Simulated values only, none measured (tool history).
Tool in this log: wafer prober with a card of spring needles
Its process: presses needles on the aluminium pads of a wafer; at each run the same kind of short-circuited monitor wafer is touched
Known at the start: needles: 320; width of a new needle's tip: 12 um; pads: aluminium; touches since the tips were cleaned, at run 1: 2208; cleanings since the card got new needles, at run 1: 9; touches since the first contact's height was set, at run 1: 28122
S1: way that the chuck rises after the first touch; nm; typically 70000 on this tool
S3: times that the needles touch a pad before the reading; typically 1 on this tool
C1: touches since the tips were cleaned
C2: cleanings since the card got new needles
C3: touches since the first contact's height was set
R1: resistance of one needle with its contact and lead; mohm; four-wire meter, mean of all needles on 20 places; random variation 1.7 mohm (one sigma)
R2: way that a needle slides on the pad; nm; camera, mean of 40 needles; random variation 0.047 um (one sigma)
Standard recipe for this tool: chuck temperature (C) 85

Run 1, hour 0: usual settings; C1 2208; C2 9; C3 28122. Result: R1 186 mohm, R2 14280 nm.
At hour 1.6: tips cleaned on abrasive film.
At hour 7.7: tips cleaned on abrasive film.
At hour 13.8: tips cleaned on abrasive film.
At hour 19.9: tips cleaned on abrasive film.
At hour 27.5: tips cleaned on abrasive film.
Run 2, hour 30: usual settings; C1 1102; C2 14; C3 41183. Result: R1 182 mohm, R2 14150 nm.
At hour 34.6: tips cleaned on abrasive film.
At hour 40.8: tips cleaned on abrasive film.
At hour 48.4: tips cleaned on abrasive film.
At hour 54.5: tips cleaned on abrasive film.
At hour 60.6: tips cleaned on abrasive film.
At hour 68.2: tips cleaned on abrasive film.
Run 3, hour 69.4: usual settings but S3 3; C1 531; C2 20; C3 58326. Result: R1 174 mohm, R2 14090 nm.
At hour 75.5: tips cleaned on abrasive film.
At hour 81.6: tips cleaned on abrasive film.
At hour 87.7: tips cleaned on abrasive film.
At hour 95.4: tips cleaned on abrasive film.
Run 4, hour 96.8: usual settings but S3 3; C1 657; C2 24; C3 70280. Result: R1 178 mohm, R2 14090 nm.
At hour 103: tips cleaned on abrasive film.
At hour 110.6: tips cleaned on abrasive film.
At hour 116.7: tips cleaned on abrasive film.
At hour 122.8: tips cleaned on abrasive film.
At hour 128.9: tips cleaned on abrasive film.
At hour 135: tips cleaned on abrasive film.
Run 5, hour 135: usual settings but S3 3; C1 1; C2 30; C3 86893. Result: R1 174 mohm, R2 13940 nm.
At hour 142.3: tips cleaned on abrasive film.
At hour 149.9: tips cleaned on abrasive film.
At hour 157.5: tips cleaned on abrasive film.
At hour 165.1: tips cleaned on abrasive film.
Run 6, hour 170.1: usual settings but S3 3; C1 2188; C2 34; C3 102229. Result: R1 181 mohm, R2 13930 nm.
At hour 171.7: tips cleaned on abrasive film.
At hour 177.8: tips cleaned on abrasive film.
At hour 183.9: tips cleaned on abrasive film.
At hour 190: tips cleaned on abrasive film.
Run 7, hour 193.9: usual settings; C1 1716; C2 38; C3 112581. Result: R1 190 mohm, R2 13800 nm.
At hour 197: tips cleaned on abrasive film.
At hour 200.1: tips cleaned on abrasive film, once more.
At hour 207.7: tips cleaned on abrasive film.
At hour 215.3: tips cleaned on abrasive film.
Run 8, hour 215.4: usual settings; C1 10; C2 42; C3 121894. Result: R1 175 mohm, R2 13840 nm.
At hour 221.6: tips cleaned on abrasive film.
At hour 227.7: tips cleaned on abrasive film.
At hour 235.3: tips cleaned on abrasive film.
Run 9, hour 240.4: usual settings; C1 2247; C2 45; C3 132835. Result: R1 195 mohm, R2 13780 nm.
At hour 242: tips cleaned on abrasive film.
At hour 248.1: tips cleaned on abrasive film.
At hour 254.2: tips cleaned on abrasive film.
At hour 260.3: tips cleaned on abrasive film.
At hour 266.5: tips cleaned on abrasive film.
Run 10, hour 270.4: usual settings; C1 1726; C2 50; C3 145858. Result: R1 189 mohm, R2 13720 nm.
At hour 273.5: tips cleaned on abrasive film.
At hour 279.6: tips cleaned on abrasive film.
At hour 285.7: tips cleaned on abrasive film.
At hour 291.8: tips cleaned on abrasive film.
Run 11, hour 293.3: usual settings; C1 681; C2 54; C3 155841. Result: R1 182 mohm, R2 13690 nm.
At hour 299.4: tips cleaned on abrasive film.
At hour 307: tips cleaned on abrasive film.
At hour 314.6: tips cleaned on abrasive film.
At hour 320.7: tips cleaned on abrasive film.
Run 12, hour 320.9: usual settings; C1 99; C2 58; C3 167869. Result: R1 176 mohm, R2 13640 nm.
At hour 327.1: tips cleaned on abrasive film.
At hour 330.4: height of the first contact set anew.
At hour 333.5: tips cleaned on abrasive film.
At hour 341.1: tips cleaned on abrasive film.
Run 13, hour 345.4: usual settings but chuck temperature (C) 33, S3 2; C1 1900; C2 61; C3 6552. Result: R1 171 mohm, R2 14350 nm.
At hour 348.5: tips cleaned on abrasive film.
At hour 356.1: tips cleaned on abrasive film.
At hour 362.2: tips cleaned on abrasive film.
At hour 368.3: tips cleaned on abrasive film.
Run 14, hour 372.4: usual settings but chuck temperature (C) 101, S3 2; C1 1786; C2 65; C3 18305. Result: R1 185 mohm, R2 14240 nm.
At hour 375.5: tips cleaned on abrasive film.
At hour 383.1: tips cleaned on abrasive film.
At hour 389.2: tips cleaned on abrasive film.
Run 15, hour 393.3: usual settings but chuck temperature (C) 84; C1 1836; C2 68; C3 27452. Result: R1 191 mohm, R2 14150 nm.
At hour 396.4: tips cleaned on abrasive film.
At hour 402.6: tips cleaned on abrasive film.
At hour 408.7: tips cleaned on abrasive film.
At hour 414.8: tips cleaned on abrasive film.
At hour 420.9: tips cleaned on abrasive film.
At hour 428.5: tips cleaned on abrasive film.
Run 16, hour 428.8: usual settings but chuck temperature (C) 84; C1 148; C2 74; C3 42882. Result: R1 175 mohm, R2 14120 nm.
At hour 434.9: tips cleaned on abrasive film.
At hour 441.1: tips cleaned on abrasive film.
At hour 447.2: tips cleaned on abrasive film.
At hour 454.8: tips cleaned on abrasive film.
Run 17, hour 455.4: usual settings but S1 79000 nm, chuck temperature (C) 26; C1 267; C2 78; C3 54445. Result: R1 165 mohm, R2 15960 nm.
At hour 461.5: tips cleaned on abrasive film.
At hour 467.6: tips cleaned on abrasive film.
At hour 473.7: tips cleaned on abrasive film.
Run 18, hour 476.2: usual settings but S1 76000 nm, chuck temperature (C) 68; C1 1082; C2 81; C3 63501. Result: R1 178 mohm, R2 15220 nm.
At hour 480.8: tips cleaned on abrasive film.
At hour 486.9: tips cleaned on abrasive film.
At hour 493: tips cleaned on abrasive film.
At hour 499.1: tips cleaned on abrasive film.
At hour 506.7: tips cleaned on abrasive film.
Run 19, hour 509: usual settings but S1 84000 nm, chuck temperature (C) 58, S3 3; C1 1014; C2 86; C3 77803. Result: R1 168 mohm, R2 16840 nm.
At hour 513.6: tips cleaned on abrasive film.
At hour 519.7: tips cleaned on abrasive film.
At hour 525.8: tips cleaned on abrasive film.
At hour 531.9: tips cleaned on abrasive film.
At hour 539.6: tips cleaned on abrasive film.
Run 20, hour 542.1: usual settings but S1 67000 nm, chuck temperature (C) 58, S3 3; C1 1111; C2 91; C3 92204. Result: R1 176 mohm, R2 13270 nm.
At hour 546.7: tips cleaned on abrasive film.
At hour 554.3: tips cleaned on abrasive film.
At hour 560.4: tips cleaned on abrasive film.
At hour 568: tips cleaned on abrasive film.
At hour 574.1: tips cleaned on abrasive film.
Run 21, hour 575.6: usual settings but S1 87000 nm, chuck temperature (C) 37, S3 2; C1 666; C2 96; C3 106824. Result: R1 169 mohm, R2 17300 nm.
At hour 580.4: tips cleaned on abrasive film.
At hour 586.5: tips cleaned on abrasive film.
At hour 592.6: tips cleaned on abrasive film.
At hour 600.2: tips cleaned on abrasive film.
At hour 607.8: tips cleaned on abrasive film.
Run 22, hour 611.5: usual settings but S1 87000 nm, chuck temperature (C) 37, S3 2; C1 1606; C2 101; C3 122442. Result: R1 169 mohm, R2 17300 nm.
At hour 614.6: tips cleaned on abrasive film.
At hour 620.7: tips cleaned on abrasive film.
At hour 626.8: tips cleaned on abrasive film.
At hour 632.9: tips cleaned on abrasive film.
At hour 639: tips cleaned on abrasive film.
At hour 645.1: tips cleaned on abrasive film.
At hour 651.2: tips cleaned on abrasive film.
Run 23, hour 654.7: usual settings but S1 87000 nm, chuck temperature (C) 37, S3 2; C1 1520; C2 108; C3 141239. Result: R1 170 mohm, R2 17150 nm.
At hour 657.8: tips cleaned on abrasive film.
At hour 663.9: tips cleaned on abrasive film.
At hour 670: tips cleaned on abrasive film.
At hour 677.6: tips cleaned on abrasive film.
Run 24, hour 682.6: usual settings but S1 87000 nm, chuck temperature (C) 37, S3 2; C1 2225; C2 112; C3 153430. Result: R1 177 mohm, R2 17140 nm.

4 ways to go on from here, each from the tool as it stands after run 24. What would each give?
At hour 684.2: tips cleaned on abrasive film.
At hour 691.9: tips cleaned on abrasive film.
At hour 698: tips cleaned on abrasive film.
At hour 705.6: tips cleaned on abrasive film.
At hour 713.2: tips cleaned on abrasive film.
At hour 719.3: tips cleaned on abrasive film.
At hour 725.4: tips cleaned on abrasive film.
At hour 725.7: height of the first contact set anew.
Run A, hour 726.4: usual settings but S1 63000 nm; C1 292; C2 119; C3 292. Result: R1 ?, R2 ?.
At hour 684.2: tips cleaned on abrasive film.
At hour 691.9: tips cleaned on abrasive film.
At hour 698: tips cleaned on abrasive film.
At hour 705.6: tips cleaned on abrasive film.
At hour 713.2: tips cleaned on abrasive film.
At hour 719.3: tips cleaned on abrasive film.
At hour 725.4: tips cleaned on abrasive film.
At hour 725.7: height of the first contact set anew.
Run B, hour 726.4: usual settings but S1 67000 nm, chuck temperature (C) 55, S3 3; C1 292; C2 119; C3 292. Result: R1 ?, R2 ?.
At hour 684.2: tips cleaned on abrasive film.
At hour 691.9: tips cleaned on abrasive film.
At hour 698: tips cleaned on abrasive film.
At hour 705.6: tips cleaned on abrasive film.
At hour 713.2: tips cleaned on abrasive film.
At hour 719.3: tips cleaned on abrasive film.
At hour 725.4: tips cleaned on abrasive film.
At hour 725.7: height of the first contact set anew.
Run C, hour 726.4: usual settings but S1 84000 nm, chuck temperature (C) 37; C1 292; C2 119; C3 292. Result: R1 ?, R2 ?.
At hour 684.2: tips cleaned on abrasive film.
At hour 691.9: tips cleaned on abrasive film.
At hour 698: tips cleaned on abrasive film.
At hour 705.6: tips cleaned on abrasive film.
At hour 713.2: tips cleaned on abrasive film.
At hour 719.3: tips cleaned on abrasive film.
At hour 725.4: tips cleaned on abrasive film.
At hour 725.7: height of the first contact set anew.
Run D, hour 726.4: usual settings but chuck temperature (C) 37, S3 2; C1 292; C2 119; C3 292. Result: R1 ?, R2 ?.

run   R1     R2
  A  185  12820
  B  171  13670
  C  166  17210
  D  167  14350
Without the tool's hidden state the same runs would have given:
run   R1     R2
  A  176  12820
  B  167  13670
  C  160  17210
  D  162  14350
